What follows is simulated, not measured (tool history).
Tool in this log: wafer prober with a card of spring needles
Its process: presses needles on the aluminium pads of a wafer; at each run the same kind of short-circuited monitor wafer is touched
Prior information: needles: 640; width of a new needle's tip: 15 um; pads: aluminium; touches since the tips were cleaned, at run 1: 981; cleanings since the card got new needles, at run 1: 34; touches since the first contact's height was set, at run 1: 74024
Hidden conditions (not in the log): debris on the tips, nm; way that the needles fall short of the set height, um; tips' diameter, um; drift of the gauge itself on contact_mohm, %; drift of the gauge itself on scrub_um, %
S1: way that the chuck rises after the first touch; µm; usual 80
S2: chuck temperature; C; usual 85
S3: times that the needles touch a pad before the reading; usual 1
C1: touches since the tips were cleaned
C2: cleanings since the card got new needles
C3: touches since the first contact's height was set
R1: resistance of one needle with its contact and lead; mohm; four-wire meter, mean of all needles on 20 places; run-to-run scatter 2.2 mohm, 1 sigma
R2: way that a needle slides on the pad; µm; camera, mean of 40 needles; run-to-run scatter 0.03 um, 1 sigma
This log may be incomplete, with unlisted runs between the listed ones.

Run 1, hour 0.0: usual settings; C1 981; C2 34; C3 74024. Result: R1 250 mohm, R2 14.96 µm.
At hour 2.7: tips cleaned on abrasive film.
At hour 7.1: tips cleaned on abrasive film.
At hour 11.6: tips cleaned on abrasive film.
At hour 15.3: tips cleaned on abrasive film.
Run 2, hour 18.6: usual settings; C1 1893; C2 38; C3 84271. Result: R1 246 mohm, R2 14.96 µm.
At hour 19.6: tips cleaned on abrasive film.
At hour 23.3: tips cleaned on abrasive film.
At hour 27.7: tips cleaned on abrasive film.
At hour 31.4: tips cleaned on abrasive film.
Run 3, hour 33.6: usual settings; C1 1274; C2 42; C3 92478. Result: R1 246 mohm, R2 14.96 µm.
At hour 35.5: tips cleaned on abrasive film.
At hour 39.2: tips cleaned on abrasive film.
At hour 43.7: tips cleaned on abrasive film.
Run 4, hour 46.6: usual settings; C1 1592; C2 45; C3 99580. Result: R1 247 mohm, R2 14.91 µm.
At hour 47.6: tips cleaned on abrasive film.
At hour 52.0: tips cleaned on abrasive film.
At hour 55.7: tips cleaned on abrasive film.
At hour 59.3: tips cleaned on abrasive film.
At hour 63.3: tips cleaned on abrasive film.
Run 5, hour 63.3: usual settings; C1 0; C2 50; C3 108697. Result: R1 247 mohm, R2 14.90 µm.
At hour 67.0: tips cleaned on abrasive film.
At hour 70.6: tips cleaned on abrasive film.
At hour 75.1: tips cleaned on abrasive film.
At hour 79.6: tips cleaned on abrasive film.
Run 6, hour 81.1: usual settings; C1 861; C2 54; C3 118491. Result: R1 246 mohm, R2 14.90 µm.
At hour 83.8: tips cleaned on abrasive film.
At hour 88.4: tips cleaned on abrasive film.
At hour 92.8: tips cleaned on abrasive film.
Run 7, hour 93.4: usual settings but S1 99 µm; C1 321; C2 57; C3 125226. Result: R1 243 mohm, R2 18.44 µm.
At hour 97.0: tips cleaned on abrasive film.
At hour 100.0: height of the first contact set anew.
At hour 101.0: tips cleaned on abrasive film.
At hour 105.0: tips cleaned on abrasive film.
Run 8, hour 105.0: usual settings but S1 99 µm; C1 0; C2 60; C3 2715. Result: R1 245 mohm, R2 18.41 µm.
At hour 109.3: tips cleaned on abrasive film.
At hour 113.8: tips cleaned on abrasive film.
At hour 117.5: tips cleaned on abrasive film.
At hour 121.6: tips cleaned on abrasive film.
Run 9, hour 121.6: usual settings; C1 0; C2 64; C3 11801. Result: R1 247 mohm, R2 14.92 µm.
At hour 125.3: tips cleaned on abrasive film.
At hour 129.8: tips cleaned on abrasive film.
At hour 133.5: tips cleaned on abrasive film.
Run 10, hour 135.0: usual settings but S3 2; C1 835; C2 67; C3 19145. Result: R1 251 mohm, R2 14.90 µm.
At hour 137.7: tips cleaned on abrasive film.
At hour 141.4: tips cleaned on abrasive film.
At hour 145.0: tips cleaned on abrasive film.
At hour 148.7: tips cleaned on abrasive film.
Run 11, hour 149.9: usual settings but S1 68 µm; C1 675; C2 71; C3 27323. Result: R1 249 mohm, R2 12.63 µm.
At hour 152.7: tips cleaned on abrasive film.
At hour 157.2: tips cleaned on abrasive film.
At hour 160.9: tips cleaned on abrasive film.
Run 12, hour 161.9: usual settings; C1 533; C2 74; C3 33868. Result: R1 243 mohm, R2 14.81 µm.
At hour 164.6: tips cleaned on abrasive film.
At hour 169.1: tips cleaned on abrasive film.
At hour 172.9: tips cleaned on abrasive film.
Run 13, hour 172.9: usual settings but S3 2; C1 0; C2 77; C3 39926. Result: R1 244 mohm, R2 14.88 µm.
At hour 177.4: tips cleaned on abrasive film.
At hour 181.7: tips cleaned on abrasive film.
Run 14, hour 181.7: usual settings but S2 39 C, S3 2; C1 0; C2 79; C3 44762. Result: R1 235 mohm, R2 14.89 µm.
At hour 186.3: tips cleaned on abrasive film.
At hour 190.7: tips cleaned on abrasive film.
At hour 194.9: tips cleaned on abrasive film.
Run 15, hour 194.9: usual settings but S1 83 µm, S2 49 C, S3 2; C1 0; C2 82; C3 51981. Result: R1 240 mohm, R2 15.41 µm.
At hour 198.6: tips cleaned on abrasive film.
At hour 202.9: tips cleaned on abrasive film.
Run 16, hour 203.5: usual settings but S1 83 µm, S2 49 C, S3 2; C1 369; C2 84; C3 56712. Result: R1 239 mohm, R2 15.40 µm.
At hour 207.2: tips cleaned on abrasive film.
At hour 211.6: tips cleaned on abrasive film.
At hour 215.3: tips cleaned on abrasive film.
Run 17, hour 218.8: usual settings but S2 125 C, S3 2; C1 1990; C2 87; C3 65160. Result: R1 259 mohm, R2 14.80 µm.
At hour 219.8: tips cleaned on abrasive film.
At hour 223.5: tips cleaned on abrasive film.
At hour 227.2: tips cleaned on abrasive film.
Run 18, hour 230.5: usual settings but S1 64 µm, S2 51 C, S3 2; C1 1859; C2 90; C3 71528. Result: R1 240 mohm, R2 11.85 µm.
At hour 231.5: tips cleaned on abrasive film.
At hour 235.9: tips cleaned on abrasive film.
At hour 238.5: gauge calibrated.
At hour 240.0: tips cleaned on abrasive film.
Run 19, hour 240.0: usual settings but S1 97 µm, S2 51 C, S3 3; C1 0; C2 93; C3 76694. Result: R1 231 mohm, R2 18.18 µm.
At hour 243.6: tips cleaned on abrasive film.
At hour 247.3: tips cleaned on abrasive film.
At hour 251.9: tips cleaned on abrasive film.
At hour 256.4: tips cleaned on abrasive film.
Run 20, hour 258.1: usual settings but S1 92 µm, S2 51 C; C1 955; C2 97; C3 86667. Result: R1 237 mohm, R2 17.21 µm.
At hour 260.9: tips cleaned on abrasive film.
At hour 264.5: tips cleaned on abrasive film.
At hour 269.1: tips cleaned on abrasive film.
At hour 273.2: tips cleaned on abrasive film.
Run 21, hour 276.5: usual settings but S1 92 µm, S2 51 C; C1 1846; C2 101; C3 96791. Result: R1 239 mohm, R2 17.19 µm.
At hour 277.5: tips cleaned on abrasive film.
At hour 281.8: tips cleaned on abrasive film.
At hour 285.6: tips cleaned on abrasive film.
Run 22, hour 285.6: usual settings but S1 92 µm, S2 51 C; C1 0; C2 104; C3 101707. Result: R1 235 mohm, R2 17.10 µm.
At hour 290.1: tips cleaned on abrasive film.
At hour 294.7: tips cleaned on abrasive film.
Run 23, hour 295.9: usual settings but S1 82 µm, S2 34 C; C1 712; C2 106; C3 107423. Result: R1 232 mohm, R2 15.30 µm.
At hour 298.7: tips cleaned on abrasive film.
At hour 302.4: tips cleaned on abrasive film.
At hour 306.9: tips cleaned on abrasive film.
Run 24, hour 309.3: usual settings but S1 70 µm, S2 96 C; C1 1349; C2 109; C3 114735. Result: R1 252 mohm, R2 13.04 µm.
At hour 311.1: tips cleaned on abrasive film.
At hour 315.7: tips cleaned on abrasive film.
Run 25, hour 318.2: usual settings but S1 64 µm, S2 25 C; C1 1424; C2 111; C3 119667. Result: R1 236 mohm, R2 11.93 µm.

3 ways to go on from here, each from the tool as it stands after run 25. What would each give?
At hour 320.1: tips cleaned on abrasive film.
At hour 324.7: tips cleaned on abrasive film.
At hour 329.0: tips cleaned on abrasive film.
Run A, hour 331.4: usual settings but S1 68 µm, S2 32 C; C1 1341; C2 114; C3 126898. Result: R1 ?, R2 ?.
At hour 320.1: tips cleaned on abrasive film.
At hour 324.7: tips cleaned on abrasive film.
At hour 329.0: tips cleaned on abrasive film.
Run B, hour 331.4: usual settings but S1 75 µm, S2 76 C; C1 1341; C2 114; C3 126898. Result: R1 ?, R2 ?.
At hour 320.1: tips cleaned on abrasive film.
At hour 324.7: tips cleaned on abrasive film.
At hour 329.0: tips cleaned on abrasive film.
Run C, hour 331.4: usual settings but S2 47 C; C1 1341; C2 114; C3 126898. Result: R1 ?, R2 ?.

run   R1     R2
  A  237  12.69
  B  245  13.97
  C  240  14.91
Take away the tool's hidden state, keep each run's random variation, and the runs would have read:
run   R1     R2
  A  236  12.77
  B  244  14.05
  C  239  14.99

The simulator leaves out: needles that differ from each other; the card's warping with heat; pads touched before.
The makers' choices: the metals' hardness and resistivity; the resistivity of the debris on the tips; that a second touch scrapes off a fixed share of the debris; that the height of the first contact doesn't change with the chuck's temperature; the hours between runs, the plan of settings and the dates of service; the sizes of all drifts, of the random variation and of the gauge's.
